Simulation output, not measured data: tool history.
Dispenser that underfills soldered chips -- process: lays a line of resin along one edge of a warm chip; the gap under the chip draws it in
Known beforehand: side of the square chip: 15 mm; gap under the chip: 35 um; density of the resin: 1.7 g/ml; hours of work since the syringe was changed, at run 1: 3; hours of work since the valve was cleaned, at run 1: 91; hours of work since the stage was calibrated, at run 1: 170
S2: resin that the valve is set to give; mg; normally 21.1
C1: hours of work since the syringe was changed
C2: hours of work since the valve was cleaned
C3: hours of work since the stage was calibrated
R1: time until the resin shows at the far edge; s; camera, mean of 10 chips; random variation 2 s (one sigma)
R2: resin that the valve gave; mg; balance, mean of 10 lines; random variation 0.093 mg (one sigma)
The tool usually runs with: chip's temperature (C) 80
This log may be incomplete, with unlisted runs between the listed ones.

{"run": 1, "hour": 0.0, "chip's temperature (C)": 80, "S2": 21.1, "C1": 3, "C2": 91, "C3": 170, "R1": 263.2, "R2": 20.45}
{"hour": 8.0, "done": "new syringe of resin"}
{"run": 2, "hour": 14.2, "chip's temperature (C)": 80, "S2": 21.1, "C1": 4, "C2": 101, "C3": 179, "R1": 288.9, "R2": 20.17}
{"hour": 20.7, "done": "new syringe of resin"}
{"run": 3, "hour": 24.3, "chip's temperature (C)": 80, "S2": 21.1, "C1": 2, "C2": 107, "C3": 185, "R1": 251.3, "R2": 20.2}
{"hour": 30.8, "done": "dispensing valve cleaned and set on the balance"}
{"hour": 34.6, "done": "new syringe of resin"}
{"run": 4, "hour": 40.8, "chip's temperature (C)": 66, "S2": 21.1, "C1": 4, "C2": 6, "C3": 195, "R1": 453.8, "R2": 21.09}
{"hour": 47.3, "done": "new syringe of resin"}
{"run": 5, "hour": 51.2, "chip's temperature (C)": 66, "S2": 21.1, "C1": 3, "C2": 13, "C3": 202, "R1": 415.8, "R2": 21.02}
{"hour": 59.5, "done": "new syringe of resin"}
{"run": 6, "hour": 61.8, "chip's temperature (C)": 66, "S2": 21.1, "C1": 1, "C2": 20, "C3": 209, "R1": 373.7, "R2": 21.06}
{"hour": 72.2, "done": "new syringe of resin"}
{"run": 7, "hour": 76.2, "chip's temperature (C)": 86, "S2": 21.1, "C1": 3, "C2": 29, "C3": 218, "R1": 212.6, "R2": 20.87}
{"hour": 85.1, "done": "new syringe of resin"}
{"run": 8, "hour": 87.5, "chip's temperature (C)": 86, "S2": 21.1, "C1": 2, "C2": 36, "C3": 225, "R1": 193.4, "R2": 20.88}
{"hour": 97.3, "done": "new syringe of resin"}
{"run": 9, "hour": 101.8, "chip's temperature (C)": 86, "S2": 21.1, "C1": 3, "C2": 46, "C3": 235, "R1": 221.5, "R2": 20.83}
{"hour": 109.9, "done": "new syringe of resin"}
{"run": 10, "hour": 113.6, "chip's temperature (C)": 86, "S2": 22.8, "C1": 2, "C2": 53, "C3": 242, "R1": 206.3, "R2": 22.41}
{"hour": 122.6, "done": "new syringe of resin"}
{"run": 11, "hour": 129.4, "chip's temperature (C)": 86, "S2": 22.8, "C1": 4, "C2": 63, "C3": 252, "R1": 243.3, "R2": 22.28}
{"hour": 135.5, "done": "new syringe of resin"}
{"run": 12, "hour": 145.5, "chip's temperature (C)": 75, "S2": 22.8, "C1": 7, "C2": 74, "C3": 263, "R1": 425.2, "R2": 22.13}
{"hour": 148.1, "done": "new syringe of resin"}
{"run": 13, "hour": 156.4, "chip's temperature (C)": 80, "S2": 21.1, "C1": 5, "C2": 81, "C3": 270, "R1": 324.6, "R2": 20.41}
{"hour": 160.1, "done": "new syringe of resin"}
{"run": 14, "hour": 167.0, "chip's temperature (C)": 80, "S2": 21.1, "C1": 5, "C2": 88, "C3": 276, "R1": 300.8, "R2": 20.52}
{"hour": 172.2, "done": "new syringe of resin"}
{"run": 15, "hour": 176.5, "chip's temperature (C)": 80, "S2": 21.1, "C1": 3, "C2": 94, "C3": 283, "R1": 264.8, "R2": 20.35}
{"hour": 184.8, "done": "new syringe of resin"}
{"run": 16, "hour": 188.7, "chip's temperature (C)": 80, "S2": 21.0, "C1": 3, "C2": 102, "C3": 290, "R1": 259.7, "R2": 20.14}
{"hour": 197.2, "done": "new syringe of resin"}
{"run": 17, "hour": 197.2, "chip's temperature (C)": 80, "S2": 21.1, "C1": 0, "C2": 107, "C3": 296, "R1": 216.5, "R2": 20.25}
{"hour": 203.9, "done": "dispensing valve cleaned and set on the balance"}
{"hour": 211.0, "done": "new syringe of resin"}
{"run": 18, "hour": 214.4, "chip's temperature (C)": 80, "S2": 17.9, "C1": 2, "C2": 7, "C3": 306, "R1": 251.5, "R2": 17.94}
{"hour": 223.1, "done": "new syringe of resin"}
{"run": 19, "hour": 227.3, "chip's temperature (C)": 72, "S2": 21.1, "C1": 3, "C2": 15, "C3": 315, "R1": 339.6, "R2": 21.04}
{"hour": 235.3, "done": "new syringe of resin"}
{"run": 20, "hour": 235.3, "chip's temperature (C)": 80, "S2": 25.5, "C1": 0, "C2": 20, "C3": 320, "R1": 201.9, "R2": 25.13}
{"run": 21, "hour": 243.4, "chip's temperature (C)": 70, "S2": 20.3, "C1": 5, "C2": 25, "C3": 325, "R1": 452.6, "R2": 20.02}
{"hour": 247.7, "done": "new syringe of resin"}
{"run": 22, "hour": 255.8, "chip's temperature (C)": 70, "S2": 20.3, "C1": 5, "C2": 33, "C3": 333, "R1": 457.1, "R2": 19.89}
{"hour": 260.9, "done": "new syringe of resin"}
{"run": 23, "hour": 269.4, "chip's temperature (C)": 70, "S2": 18.4, "C1": 6, "C2": 42, "C3": 342, "R1": 469.2, "R2": 18.11}
{"hour": 273.1, "done": "new syringe of resin"}
{"run": 24, "hour": 284.4, "chip's temperature (C)": 70, "S2": 21.1, "C1": 7, "C2": 52, "C3": 351, "R1": 532.0, "R2": 20.66}
{"hour": 286.2, "done": "new syringe of resin"}
{"hour": 299.1, "done": "new syringe of resin"}
{"run": 25, "hour": 301.7, "chip's temperature (C)": 70, "S2": 21.1, "C1": 2, "C2": 63, "C3": 362, "R1": 333.8, "R2": 20.72}
{"hour": 311.4, "done": "new syringe of resin"}
{"hour": 312.4, "done": "stage's temperature calibrated"}
{"run": 26, "hour": 312.9, "chip's temperature (C)": 70, "S2": 21.1, "C1": 0, "C2": 69, "C3": 0, "R1": 295.7, "R2": 20.54}
{"hour": 324.5, "done": "new syringe of resin"}
{"run": 27, "hour": 329.1, "chip's temperature (C)": 73, "S2": 26.8, "C1": 3, "C2": 80, "C3": 11, "R1": 319.5, "R2": 25.8}
{"hour": 336.7, "done": "new syringe of resin"}
{"run": 28, "hour": 344.6, "chip's temperature (C)": 73, "S2": 26.8, "C1": 5, "C2": 90, "C3": 21, "R1": 395.6, "R2": 25.79}
{"hour": 349.1, "done": "new syringe of resin"}
{"run": 29, "hour": 359.6, "chip's temperature (C)": 73, "S2": 26.8, "C1": 7, "C2": 100, "C3": 31, "R1": 443.4, "R2": 25.74}
{"hour": 361.8, "done": "new syringe of resin"}
{"run": 30, "hour": 367.8, "chip's temperature (C)": 75, "S2": 21.1, "C1": 4, "C2": 105, "C3": 36, "R1": 328.1, "R2": 20.31}
{"hour": 374.2, "done": "new syringe of resin"}
{"hour": 378.2, "done": "dispensing valve cleaned and set on the balance"}
{"run": 31, "hour": 379.2, "chip's temperature (C)": 76, "S2": 26.7, "C1": 3, "C2": 1, "C3": 42, "R1": 293.4, "R2": 26.44}
{"hour": 387.5, "done": "new syringe of resin"}
{"run": 32, "hour": 387.5, "chip's temperature (C)": 93, "S2": 24.3, "C1": 0, "C2": 6, "C3": 48, "R1": 134.2, "R2": 24.17}
{"run": 33, "hour": 398.8, "chip's temperature (C)": 71, "S2": 20.7, "C1": 7, "C2": 13, "C3": 55, "R1": 508.1, "R2": 20.52}

Hidden state at the last listed run before each entry between runs and at the first one after, where it differs:
In the gap between runs 1 and 2: new syringe of resin (hour 8.0)
  resin's viscosity, % of fresh resin's: 126.7 -> 140.2; dose that the valve gives, % of what is set: 96.68 -> 96.33; true chip temperature over the reading, C: -0.37 -> -0.39
  difference, measured minus the result without the unlogged condition, R1: +58.9 -> +86.6 s; R2: -0.70 -> -0.77 mg
In the gap between runs 2 and 3: new syringe of resin (hour 20.7)
  resin's viscosity, % of fresh resin's: 140.2 -> 121.1; dose that the valve gives, % of what is set: 96.33 -> 96.07; true chip temperature over the reading, C: -0.39 -> -0.41
  difference, measured minus the result without the unlogged condition, R1: +86.6 -> +47.7 s; R2: -0.77 -> -0.83 mg
In the gap between runs 3 and 4: dispensing valve cleaned and set on the balance (hour 30.8); new syringe of resin (hour 34.6)
  resin's viscosity, % of fresh resin's: 121.1 -> 136.3; dose that the valve gives, % of what is set: 96.07 -> 99.84; true chip temperature over the reading, C: -0.41 -> -0.43
  difference, measured minus the result without the unlogged condition, R1: +47.7 -> +126.1 s; R2: -0.83 -> -0.04 mg
In the gap between runs 4 and 5: new syringe of resin (hour 47.3)
  resin's viscosity, % of fresh resin's: 136.3 -> 124.8; dose that the valve gives, % of what is set: 99.84 -> 99.6; true chip temperature over the reading, C: -0.43 -> -0.45
  difference, measured minus the result without the unlogged condition, R1: +126.1 -> +88.1 s; R2: -0.04 -> -0.09 mg
In the gap between runs 5 and 6: new syringe of resin (hour 59.5)
  resin's viscosity, % of fresh resin's: 124.8 -> 112.4; dose that the valve gives, % of what is set: 99.6 -> 99.35; true chip temperature over the reading, C: -0.45 -> -0.46
  difference, measured minus the result without the unlogged condition, R1: +88.1 -> +47.1 s; R2: -0.09 -> -0.14 mg
In the gap between runs 6 and 7: new syringe of resin (hour 72.2)
  resin's viscosity, % of fresh resin's: 112.4 -> 127; dose that the valve gives, % of what is set: 99.35 -> 99.01; true chip temperature over the reading, C: -0.46 -> -0.49
  difference, measured minus the result without the unlogged condition, R1: +47.1 -> +48.1 s; R2: -0.14 -> -0.21 mg
In the gap between runs 7 and 8: new syringe of resin (hour 85.1)
  resin's viscosity, % of fresh resin's: 127 -> 113.7; dose that the valve gives, % of what is set: 99.01 -> 98.75; true chip temperature over the reading, C: -0.49 -> -0.5
  difference, measured minus the result without the unlogged condition, R1: +48.1 -> +26.4 s; R2: -0.21 -> -0.26 mg
In the gap between runs 8 and 9: new syringe of resin (hour 97.3)
  resin's viscosity, % of fresh resin's: 113.7 -> 128.3; dose that the valve gives, % of what is set: 98.75 -> 98.39; true chip temperature over the reading, C: -0.5 -> -0.52
  difference, measured minus the result without the unlogged condition, R1: +26.4 -> +52.0 s; R2: -0.26 -> -0.34 mg
In the gap between runs 9 and 10: new syringe of resin (hour 109.9)
  resin's viscosity, % of fresh resin's: 128.3 -> 121.7; dose that the valve gives, % of what is set: 98.39 -> 98.11; true chip temperature over the reading, C: -0.52 -> -0.54
  difference, measured minus the result without the unlogged condition, R1: +52.0 -> +40.0 s; R2: -0.34 -> -0.43 mg
In the gap between runs 10 and 11: new syringe of resin (hour 122.6)
  resin's viscosity, % of fresh resin's: 121.7 -> 144.5; dose that the valve gives, % of what is set: 98.11 -> 97.73; true chip temperature over the reading, C: -0.54 -> -0.56
  difference, measured minus the result without the unlogged condition, R1: +40.0 -> +78.4 s; R2: -0.43 -> -0.51 mg
In the gap between runs 11 and 12: new syringe of resin (hour 135.5)
  resin's viscosity, % of fresh resin's: 144.5 -> 173.4; dose that the valve gives, % of what is set: 97.73 -> 97.37; true chip temperature over the reading, C: -0.56 -> -0.59
  difference, measured minus the result without the unlogged condition, R1: +78.4 -> +185.4 s; R2: -0.51 -> -0.59 mg
In the gap between runs 12 and 13: new syringe of resin (hour 148.1)
  resin's viscosity, % of fresh resin's: 173.4 -> 155.2; dose that the valve gives, % of what is set: 97.37 -> 97.08; true chip temperature over the reading, C: -0.59 -> -0.6
  difference, measured minus the result without the unlogged condition, R1: +185.4 -> +120.3 s; R2: -0.59 -> -0.61 mg
In the gap between runs 13 and 14: new syringe of resin (hour 160.1)
  resin's viscosity, % of fresh resin's: 155.2 -> 146.6; dose that the valve gives, % of what is set: 97.08 -> 96.86; true chip temperature over the reading, C: -0.6 -> -0.62
  difference, measured minus the result without the unlogged condition, R1: +120.3 -> +100.5 s; R2: -0.61 -> -0.67 mg
In the gap between runs 14 and 15: new syringe of resin (hour 172.2)
  resin's viscosity, % of fresh resin's: 146.6 -> 127.5; dose that the valve gives, % of what is set: 96.86 -> 96.65; true chip temperature over the reading, C: -0.62 -> -0.63
  difference, measured minus the result without the unlogged condition, R1: +100.5 -> +62.3 s; R2: -0.67 -> -0.70 mg
In the gap between runs 15 and 16: new syringe of resin (hour 184.8)
  resin's viscosity, % of fresh resin's: 127.5 -> 123.6; dose that the valve gives, % of what is set: 96.65 -> 96.37; true chip temperature over the reading, C: -0.63 -> -0.65
  difference, measured minus the result without the unlogged condition, R1: +62.3 -> +55.1 s; R2: -0.70 -> -0.76 mg
In the gap between runs 16 and 17: new syringe of resin (hour 197.2)
  resin's viscosity, % of fresh resin's: 123.6 -> 102.3; dose that the valve gives, % of what is set: 96.37 -> 96.17; true chip temperature over the reading, C: -0.65 -> -0.66
  difference, measured minus the result without the unlogged condition, R1: +55.1 -> +10.5 s; R2: -0.76 -> -0.81 mg
In the gap between runs 17 and 18: dispensing valve cleaned and set on the balance (hour 203.9); new syringe of resin (hour 211.0)
  resin's viscosity, % of fresh resin's: 102.3 -> 119; dose that the valve gives, % of what is set: 96.17 -> 99.66; true chip temperature over the reading, C: -0.66 -> -0.69
  difference, measured minus the result without the unlogged condition, R1: +10.5 -> +45.2 s; R2: -0.81 -> -0.06 mg
In the gap between runs 18 and 19: new syringe of resin (hour 223.1)
  resin's viscosity, % of fresh resin's: 119 -> 124.4; dose that the valve gives, % of what is set: 99.66 -> 99.36; true chip temperature over the reading, C: -0.69 -> -0.7
  difference, measured minus the result without the unlogged condition, R1: +45.2 -> +73.4 s; R2: -0.06 -> -0.13 mg
In the gap between runs 19 and 20: new syringe of resin (hour 235.3)
  resin's viscosity, % of fresh resin's: 124.4 -> 99.7; dose that the valve gives, % of what is set: 99.36 -> 99.18; true chip temperature over the reading, C: -0.7 -> -0.71
  difference, measured minus the result without the unlogged condition, R1: +73.4 -> +4.3 s; R2: -0.13 -> -0.21 mg
In the gap between runs 21 and 22: new syringe of resin (hour 247.7)
  resin's viscosity, % of fresh resin's: 153 -> 156.5; dose that the valve gives, % of what is set: 99 -> 98.67; true chip temperature over the reading, C: -0.73 -> -0.74
  difference, measured minus the result without the unlogged condition, R1: +164.8 -> +173.2 s; R2: -0.21 -> -0.27 mg
In the gap between runs 22 and 23: new syringe of resin (hour 260.9)
  resin's viscosity, % of fresh resin's: 156.5 -> 158.6; dose that the valve gives, % of what is set: 98.67 -> 98.35; true chip temperature over the reading, C: -0.74 -> -0.76
  difference, measured minus the result without the unlogged condition, R1: +173.2 -> +182.4 s; R2: -0.27 -> -0.31 mg
In the gap between runs 23 and 24: new syringe of resin (hour 273.1)
  resin's viscosity, % of fresh resin's: 158.6 -> 182; dose that the valve gives, % of what is set: 98.35 -> 97.99; true chip temperature over the reading, C: -0.76 -> -0.78
  difference, measured minus the result without the unlogged condition, R1: +182.4 -> +248.8 s; R2: -0.31 -> -0.42 mg
In the gap between runs 24 and 25: new syringe of resin (hour 286.2); new syringe of resin (hour 299.1)
  resin's viscosity, % of fresh resin's: 182 -> 115.8; dose that the valve gives, % of what is set: 97.99 -> 97.58; true chip temperature over the reading, C: -0.78 -> -0.81
  difference, measured minus the result without the unlogged condition, R1: +248.8 -> +54.6 s; R2: -0.42 -> -0.51 mg
In the gap between runs 25 and 26: new syringe of resin (hour 311.4); stage's temperature calibrated (hour 312.4)
  resin's viscosity, % of fresh resin's: 115.8 -> 102.5; dose that the valve gives, % of what is set: 97.58 -> 97.36; true chip temperature over the reading, C: -0.81 -> -0.13
  difference, measured minus the result without the unlogged condition, R1: +54.6 -> +9.5 s; R2: -0.51 -> -0.56 mg
In the gap between runs 26 and 27: new syringe of resin (hour 324.5)
  resin's viscosity, % of fresh resin's: 102.5 -> 126.9; dose that the valve gives, % of what is set: 97.36 -> 96.95; true chip temperature over the reading, C: -0.13 -> -0.16
  difference, measured minus the result without the unlogged condition, R1: +9.5 -> +69.5 s; R2: -0.56 -> -0.81 mg
In the gap between runs 27 and 28: new syringe of resin (hour 336.7)
  resin's viscosity, % of fresh resin's: 126.9 -> 153.1; dose that the valve gives, % of what is set: 96.95 -> 96.6; true chip temperature over the reading, C: -0.16 -> -0.18
  difference, measured minus the result without the unlogged condition, R1: +69.5 -> +138.9 s; R2: -0.81 -> -0.91 mg
In the gap between runs 28 and 29: new syringe of resin (hour 349.1)
  resin's viscosity, % of fresh resin's: 153.1 -> 175; dose that the valve gives, % of what is set: 96.6 -> 96.23; true chip temperature over the reading, C: -0.18 -> -0.2
  difference, measured minus the result without the unlogged condition, R1: +138.9 -> +192.1 s; R2: -0.91 -> -1.01 mg
In the gap between runs 29 and 30: new syringe of resin (hour 361.8)
  resin's viscosity, % of fresh resin's: 175 -> 137.2; dose that the valve gives, % of what is set: 96.23 -> 96.03; true chip temperature over the reading, C: -0.2 -> -0.21
  difference, measured minus the result without the unlogged condition, R1: +192.1 -> +91.9 s; R2: -1.01 -> -0.84 mg
In the gap between runs 30 and 31: new syringe of resin (hour 374.2); dispensing valve cleaned and set on the balance (hour 378.2)
  resin's viscosity, % of fresh resin's: 137.2 -> 127.2; dose that the valve gives, % of what is set: 96.03 -> 99.53; true chip temperature over the reading, C: -0.21 -> -0.23
  difference, measured minus the result without the unlogged condition, R1: +91.9 -> +64.6 s; R2: -0.84 -> -0.13 mg
In the gap between runs 31 and 32: new syringe of resin (hour 387.5)
  resin's viscosity, % of fresh resin's: 127.2 -> 100.1; dose that the valve gives, % of what is set: 99.53 -> 99.34; true chip temperature over the reading, C: -0.23 -> -0.24
  difference, measured minus the result without the unlogged condition, R1: +64.6 -> +1.2 s; R2: -0.13 -> -0.16 mg
